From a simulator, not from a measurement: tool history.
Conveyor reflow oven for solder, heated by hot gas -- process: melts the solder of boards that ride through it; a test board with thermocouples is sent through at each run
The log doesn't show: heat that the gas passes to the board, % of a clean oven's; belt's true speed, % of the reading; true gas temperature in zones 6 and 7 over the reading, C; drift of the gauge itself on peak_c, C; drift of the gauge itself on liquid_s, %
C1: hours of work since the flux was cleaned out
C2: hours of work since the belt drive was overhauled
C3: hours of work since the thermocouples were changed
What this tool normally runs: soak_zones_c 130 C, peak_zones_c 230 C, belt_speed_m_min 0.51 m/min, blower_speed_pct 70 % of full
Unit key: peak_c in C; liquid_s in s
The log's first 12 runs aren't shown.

run 13 hour=475 | soak_zones_c=130 peak_zones_c=230 belt_speed_m_min=0.51 blower_speed_pct=83 | C1=133 C2=693 C3=830 | peak_c=210.6 liquid_s=61.5
-- hour=483.1 belt drive overhauled, speed set with a stopwatch
run 14 hour=513.8 | soak_zones_c=130 peak_zones_c=230 belt_speed_m_min=0.51 blower_speed_pct=83 | C1=156 C2=20 C3=852 | peak_c=210.8 liquid_s=62.2
run 15 hour=548.9 | soak_zones_c=130 peak_zones_c=230 belt_speed_m_min=0.51 blower_speed_pct=83 | C1=179 C2=43 C3=875 | peak_c=210.4 liquid_s=62.1
run 16 hour=588.2 | soak_zones_c=130 peak_zones_c=230 belt_speed_m_min=0.482 blower_speed_pct=70 | C1=204 C2=69 C3=901 | peak_c=209.5 liquid_s=64.3
run 17 hour=626.8 | soak_zones_c=130 peak_zones_c=230 belt_speed_m_min=0.482 blower_speed_pct=70 | C1=230 C2=94 C3=926 | peak_c=209.3 liquid_s=63.8
run 18 hour=648.1 | soak_zones_c=116 peak_zones_c=230 belt_speed_m_min=0.445 blower_speed_pct=58 | C1=243 C2=108 C3=940 | peak_c=206.6 liquid_s=58.6
-- hour=661.7 flux residue cleaned out of gas plates and filters
run 19 hour=682.1 | soak_zones_c=127 peak_zones_c=239 belt_speed_m_min=0.51 blower_speed_pct=54 | C1=13 C2=127 C3=959 | peak_c=210.9 liquid_s=59.3
run 20 hour=714 | soak_zones_c=132 peak_zones_c=219 belt_speed_m_min=0.45 blower_speed_pct=51 | C1=34 C2=148 C3=980 | peak_c=198.7 liquid_s=51.4
run 21 hour=761 | soak_zones_c=132 peak_zones_c=219 belt_speed_m_min=0.45 blower_speed_pct=51 | C1=65 C2=179 C3=1011 | peak_c=198.8 liquid_s=50.7
-- hour=787.2 belt drive overhauled, speed set with a stopwatch, once more
run 22 hour=811.4 | soak_zones_c=115 peak_zones_c=239 belt_speed_m_min=0.495 blower_speed_pct=87 | C1=95 C2=16 C3=1041 | peak_c=217.1 liquid_s=63.7
run 23 hour=851.1 | soak_zones_c=134 peak_zones_c=232 belt_speed_m_min=0.559 blower_speed_pct=70 | C1=121 C2=42 C3=1067 | peak_c=206 liquid_s=49.6
run 24 hour=884.5 | soak_zones_c=138 peak_zones_c=232 belt_speed_m_min=0.559 blower_speed_pct=51 | C1=143 C2=64 C3=1089 | peak_c=201.1 liquid_s=42
run 25 hour=906.9 | soak_zones_c=140 peak_zones_c=231 belt_speed_m_min=0.559 blower_speed_pct=51 | C1=158 C2=78 C3=1104 | peak_c=200.8 liquid_s=42.5
run 26 hour=951.7 | soak_zones_c=140 peak_zones_c=231 belt_speed_m_min=0.559 blower_speed_pct=51 | C1=187 C2=108 C3=1133 | peak_c=200.4 liquid_s=42
run 27 hour=977.8 | soak_zones_c=140 peak_zones_c=231 belt_speed_m_min=0.559 blower_speed_pct=51 | C1=204 C2=125 C3=1150 | peak_c=200.6 liquid_s=42.2
run 28 hour=999.4 | soak_zones_c=140 peak_zones_c=231 belt_speed_m_min=0.559 blower_speed_pct=51 | C1=218 C2=139 C3=1164 | peak_c=200.6 liquid_s=41.9
-- hour=1030.3 thermocouples of zones 6 and 7 changed
run 29 hour=1034.7 | soak_zones_c=130 peak_zones_c=230 belt_speed_m_min=0.568 blower_speed_pct=70 | C1=240 C2=161 C3=3 | peak_c=205 liquid_s=45.5
-- hour=1051.2 flux residue cleaned out of gas plates and filters
run 30 hour=1077.7 | soak_zones_c=130 peak_zones_c=230 belt_speed_m_min=0.568 blower_speed_pct=70 | C1=17 C2=186 C3=28 | peak_c=206 liquid_s=47.7

Each row is a separate what-if for the run after 30, all from the same tool condition, not one after another. Results?
run A hour=1113.5 | soak_zones_c=117 peak_zones_c=241 belt_speed_m_min=0.581 blower_speed_pct=70 | C1=41 C2=209 C3=51 | peak_c=? liquid_s=?
run B hour=1113.5 | soak_zones_c=130 peak_zones_c=230 belt_speed_m_min=0.57 blower_speed_pct=70 | C1=41 C2=209 C3=51 | peak_c=? liquid_s=?
run C hour=1113.5 | soak_zones_c=130 peak_zones_c=230 belt_speed_m_min=0.568 blower_speed_pct=81 | C1=41 C2=209 C3=51 | peak_c=? liquid_s=?

run=A peak_c=211.3 liquid_s=47.8
run=B peak_c=206.4 liquid_s=46.8
run=C peak_c=208.8 liquid_s=51.4
What these runs would have given with no unlogged condition in the tool:
run=A peak_c=211.4 liquid_s=47.7
run=B peak_c=206.4 liquid_s=46.7
run=C peak_c=208.9 liquid_s=51.3
